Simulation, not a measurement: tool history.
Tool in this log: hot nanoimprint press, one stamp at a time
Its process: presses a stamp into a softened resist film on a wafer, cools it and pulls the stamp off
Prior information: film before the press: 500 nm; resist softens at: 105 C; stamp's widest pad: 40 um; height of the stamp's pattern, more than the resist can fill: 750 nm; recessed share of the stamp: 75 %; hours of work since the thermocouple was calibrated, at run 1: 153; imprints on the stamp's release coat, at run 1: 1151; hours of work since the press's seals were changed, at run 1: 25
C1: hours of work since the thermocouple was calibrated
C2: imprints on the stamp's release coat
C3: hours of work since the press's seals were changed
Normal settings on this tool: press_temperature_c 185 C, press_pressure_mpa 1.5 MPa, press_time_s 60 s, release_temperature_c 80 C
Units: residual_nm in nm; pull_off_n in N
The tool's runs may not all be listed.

run 1 hour=0 | press_temperature_c=185 press_pressure_mpa=1.5 press_time_s=60 release_temperature_c=80 | C1=153 C2=1151 C3=25 | residual_nm=206.1 pull_off_n=219
run 2 hour=6.3 | press_temperature_c=185 press_pressure_mpa=1.5 press_time_s=60 release_temperature_c=80 | C1=156 C2=1166 C3=28 | residual_nm=208.1 pull_off_n=224
run 3 hour=17.4 | press_temperature_c=185 press_pressure_mpa=1.5 press_time_s=60 release_temperature_c=73 | C1=160 C2=1194 C3=33 | residual_nm=208.9 pull_off_n=235
run 4 hour=23.3 | press_temperature_c=185 press_pressure_mpa=1.5 press_time_s=60 release_temperature_c=73 | C1=163 C2=1209 C3=35 | residual_nm=209.8 pull_off_n=246
run 5 hour=34.7 | press_temperature_c=185 press_pressure_mpa=1.5 press_time_s=60 release_temperature_c=73 | C1=167 C2=1237 C3=40 | residual_nm=211.2 pull_off_n=245
run 6 hour=40.1 | press_temperature_c=185 press_pressure_mpa=1.5 press_time_s=60 release_temperature_c=73 | C1=169 C2=1251 C3=42 | residual_nm=207.2 pull_off_n=240
run 7 hour=49.5 | press_temperature_c=185 press_pressure_mpa=1.5 press_time_s=60 release_temperature_c=73 | C1=173 C2=1274 C3=46 | residual_nm=208.8 pull_off_n=242
run 8 hour=60 | press_temperature_c=185 press_pressure_mpa=1.05 press_time_s=60 release_temperature_c=80 | C1=178 C2=1300 C3=50 | residual_nm=245.9 pull_off_n=227
run 9 hour=70.4 | press_temperature_c=185 press_pressure_mpa=1.5 press_time_s=60 release_temperature_c=80 | C1=182 C2=1326 C3=54 | residual_nm=210.6 pull_off_n=227
run 10 hour=79 | press_temperature_c=185 press_pressure_mpa=1.5 press_time_s=60 release_temperature_c=80 | C1=185 C2=1347 C3=58 | residual_nm=210.8 pull_off_n=230
run 11 hour=88.6 | press_temperature_c=185 press_pressure_mpa=1.5 press_time_s=60 release_temperature_c=80 | C1=189 C2=1371 C3=62 | residual_nm=209.3 pull_off_n=230
run 12 hour=96.6 | press_temperature_c=185 press_pressure_mpa=1.5 press_time_s=97 release_temperature_c=80 | C1=193 C2=1391 C3=65 | residual_nm=173.9 pull_off_n=229
run 13 hour=103.6 | press_temperature_c=185 press_pressure_mpa=1.5 press_time_s=97 release_temperature_c=80 | C1=195 C2=1409 C3=68 | residual_nm=173 pull_off_n=221
run 14 hour=108.9 | press_temperature_c=190 press_pressure_mpa=0.94 press_time_s=60 release_temperature_c=85 | C1=198 C2=1422 C3=70 | residual_nm=213.2 pull_off_n=219
run 15 hour=117.2 | press_temperature_c=190 press_pressure_mpa=0.94 press_time_s=60 release_temperature_c=85 | C1=201 C2=1443 C3=73 | residual_nm=211.5 pull_off_n=219
run 16 hour=126.5 | press_temperature_c=194 press_pressure_mpa=2.35 press_time_s=107 release_temperature_c=68 | C1=205 C2=1466 C3=77 | residual_nm=86.6 pull_off_n=267
run 17 hour=139.1 | press_temperature_c=194 press_pressure_mpa=2.35 press_time_s=107 release_temperature_c=68 | C1=210 C2=1497 C3=82 | residual_nm=87.9 pull_off_n=268
run 18 hour=145.2 | press_temperature_c=185 press_pressure_mpa=1.09 press_time_s=60 release_temperature_c=80 | C1=212 C2=1512 C3=85 | residual_nm=244.1 pull_off_n=237
run 19 hour=153.2 | press_temperature_c=185 press_pressure_mpa=1.09 press_time_s=60 release_temperature_c=71 | C1=216 C2=1532 C3=88 | residual_nm=243.4 pull_off_n=264
-- hour=162 stamp cleaned and given a new release coat
run 20 hour=167.4 | press_temperature_c=185 press_pressure_mpa=1.09 press_time_s=60 release_temperature_c=71 | C1=219 C2=14 C3=91 | residual_nm=244.9 pull_off_n=199
run 21 hour=177.9 | press_temperature_c=182 press_pressure_mpa=1.68 press_time_s=46 release_temperature_c=86 | C1=223 C2=40 C3=96 | residual_nm=253.7 pull_off_n=164
run 22 hour=185.6 | press_temperature_c=195 press_pressure_mpa=1.68 press_time_s=85 release_temperature_c=86 | C1=226 C2=59 C3=99 | residual_nm=111.3 pull_off_n=175
run 23 hour=194.8 | press_temperature_c=185 press_pressure_mpa=1.28 press_time_s=58 release_temperature_c=80 | C1=230 C2=82 C3=102 | residual_nm=232.6 pull_off_n=185
run 24 hour=206.7 | press_temperature_c=185 press_pressure_mpa=1.28 press_time_s=58 release_temperature_c=80 | C1=235 C2=111 C3=107 | residual_nm=231.1 pull_off_n=187
run 25 hour=218.2 | press_temperature_c=185 press_pressure_mpa=1.28 press_time_s=42 release_temperature_c=80 | C1=240 C2=140 C3=112 | residual_nm=258.4 pull_off_n=185

Below are 3 alternative next runs, each starting from the tool's condition after run 25. Predict each:
run A hour=228.7 | press_temperature_c=185 press_pressure_mpa=1.01 press_time_s=60 release_temperature_c=81 | C1=244 C2=166 C3=116 | residual_nm=? pull_off_n=?
run B hour=228.7 | press_temperature_c=191 press_pressure_mpa=1.22 press_time_s=37 release_temperature_c=80 | C1=244 C2=166 C3=116 | residual_nm=? pull_off_n=?
run C hour=228.7 | press_temperature_c=185 press_pressure_mpa=1.13 press_time_s=32 release_temperature_c=71 | C1=244 C2=166 C3=116 | residual_nm=? pull_off_n=?

run=A residual_nm=252.8 pull_off_n=192
run=B residual_nm=217.8 pull_off_n=188
run=C residual_nm=298.6 pull_off_n=212
Without the tool's hidden state the same runs would have given:
run=A residual_nm=241.8 pull_off_n=184
run=B residual_nm=208.1 pull_off_n=180
run=C residual_nm=286.9 pull_off_n=203
